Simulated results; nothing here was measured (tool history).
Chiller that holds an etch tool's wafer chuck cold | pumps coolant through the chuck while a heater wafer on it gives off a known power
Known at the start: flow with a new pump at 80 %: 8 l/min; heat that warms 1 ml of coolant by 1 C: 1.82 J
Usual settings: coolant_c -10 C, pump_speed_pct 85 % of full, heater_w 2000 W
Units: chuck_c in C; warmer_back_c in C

run,hour,coolant_c,pump_speed_pct,heater_w,chuck_c,warmer_back_c
1,0,-10,85,2000,13.1,8.97
2,142,-10,85,2000,13.4,9.06
3,245.9,-10,85,2000,13.4,9.04
4,368.3,-10,85,2000,13.5,9.06
5,505.4,-10,85,2594,20.7,11.81
6,664.4,-10,85,2594,20.9,11.87
7,832,-10,85,2594,21.1,12.05
8,997.8,-10,85,2594,21.3,12.11
9,1129.6,-10,85,2000,14.4,9.32
10,1225.7,-10,85,2000,14.3,9.37
11,1327.9,-10,85,2000,14.5,9.4
12,1446,-10,66,2000,20.1,12.38
13,1545.9,-10,85,2000,14.6,9.58
14,1665.4,-18,85,2000,7,9.57
15,1814.3,-13,85,2000,12,9.54
16,1971.2,-10,85,2000,15.2,9.59
# hour 2073.1: coolant changed, channels flushed
17,2085.6,-15,83,2000,8.5,9.89
18,2230.2,-10,88,2471,18,11.66
19,2347.3,-10,88,2471,18.1,11.6
20,2472.8,-10,88,2471,18.3,11.73
21,2631.3,-10,76,2133,17.9,11.89
22,2776.9,-14,81,2133,12.5,11.13
23,2944.2,-13,81,2133,13.7,11.32
# hour 3052.5: coolant pump overhauled
24,3116.8,-7,90,2133,13.1,7.76
25,3275.5,-2,98,1048,7.2,3.48
26,3400,-15,85,1282,-2.4,4.96
27,3536.6,-15,85,1282,-2.3,5.01
28,3701.3,-18,70,1859,3.9,8.97
29,3786.2,-19,85,2231,3.6,8.73
30,3880.7,-17,78,1110,-5,4.75
31,3997.1,0,85,1540,15.7,6.03

Forecast each of these 5 alternatives for the next run:
A,4120.1,-18,70,1517,?,?
B,4120.1,-15,85,1416,?,?
C,4120.1,-15,87,1627,?,?
D,4120.1,-2,85,1540,?,?
E,4120.1,-2,82,2254,?,?

run,chuck_c,warmer_back_c
A,0.3,7.35
B,-0.5,5.61
C,1.6,6.32
D,13.7,6.08
E,22,9.29
Without the tool's hidden state the same runs would have given:
run,chuck_c,warmer_back_c
A,-0.5,7.13
B,-1.1,5.45
C,0.9,6.14
D,13.1,5.9
E,21,9.01

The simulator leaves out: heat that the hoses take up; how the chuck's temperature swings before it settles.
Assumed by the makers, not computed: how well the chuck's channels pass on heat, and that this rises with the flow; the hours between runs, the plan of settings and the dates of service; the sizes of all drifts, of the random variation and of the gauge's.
